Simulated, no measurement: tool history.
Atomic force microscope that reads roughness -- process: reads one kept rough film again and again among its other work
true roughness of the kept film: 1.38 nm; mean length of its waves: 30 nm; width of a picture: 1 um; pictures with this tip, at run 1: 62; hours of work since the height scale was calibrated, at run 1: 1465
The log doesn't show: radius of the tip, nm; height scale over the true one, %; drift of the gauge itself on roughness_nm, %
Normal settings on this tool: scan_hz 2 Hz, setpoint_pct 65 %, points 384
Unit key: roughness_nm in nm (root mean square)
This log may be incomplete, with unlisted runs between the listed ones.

run,hour,scan_hz,setpoint_pct,points,pictures with this tip,hours of work since the height scale was calibrated,roughness_nm
1,0,2,65,384,62,1465,1.244
2,30.7,2,65,815,118,1488,1.228
# hour 47.8: new tip fitted
3,66.9,2,65,815,35,1516,1.261
4,109.4,2,65,815,111,1549,1.232
# hour 127.4: new tip fitted
5,154.7,2,65,815,49,1583,1.269
6,195.1,2,65,815,122,1614,1.23
# hour 209.1: new tip fitted
7,239.2,2,65,815,54,1648,1.262
8,265.6,2,65,815,102,1668,1.244
# hour 289.2: new tip fitted
9,297.3,2,65,815,15,1692,1.291
10,335.3,2,65,815,83,1721,1.249
# hour 368.6: new tip fitted
11,368.8,3.41,65,815,1,1747,1.246
12,409.4,2,65,384,74,1778,1.254
13,439.4,2,65,384,128,1801,1.224
# hour 451.2: new tip fitted
14,466.1,2,65,384,27,1821,1.273
15,503.8,2,65,384,95,1850,1.23
# hour 509.1: height scale calibrated on a step standard
# hour 532.3: new tip fitted
16,532.3,2,76,384,0,17,1.234
17,563.8,2,76,384,57,42,1.21
# hour 611.5: new tip fitted
18,611.5,0.84,62,639,0,78,1.335
19,634.5,0.77,59,316,41,96,1.307
20,665,2,71,384,96,119,1.208
# hour 691.3: new tip fitted
21,697,3.15,65,422,10,143,1.25

The next listed run, before its measurement:
22,741.1,1.72,55,548,89,177,?

For run 22 the tool returned roughness_nm 1.282 nm (root mean square).
With no hidden state in the tool, this same run would have given roughness_nm 1.308 nm (root mean square).

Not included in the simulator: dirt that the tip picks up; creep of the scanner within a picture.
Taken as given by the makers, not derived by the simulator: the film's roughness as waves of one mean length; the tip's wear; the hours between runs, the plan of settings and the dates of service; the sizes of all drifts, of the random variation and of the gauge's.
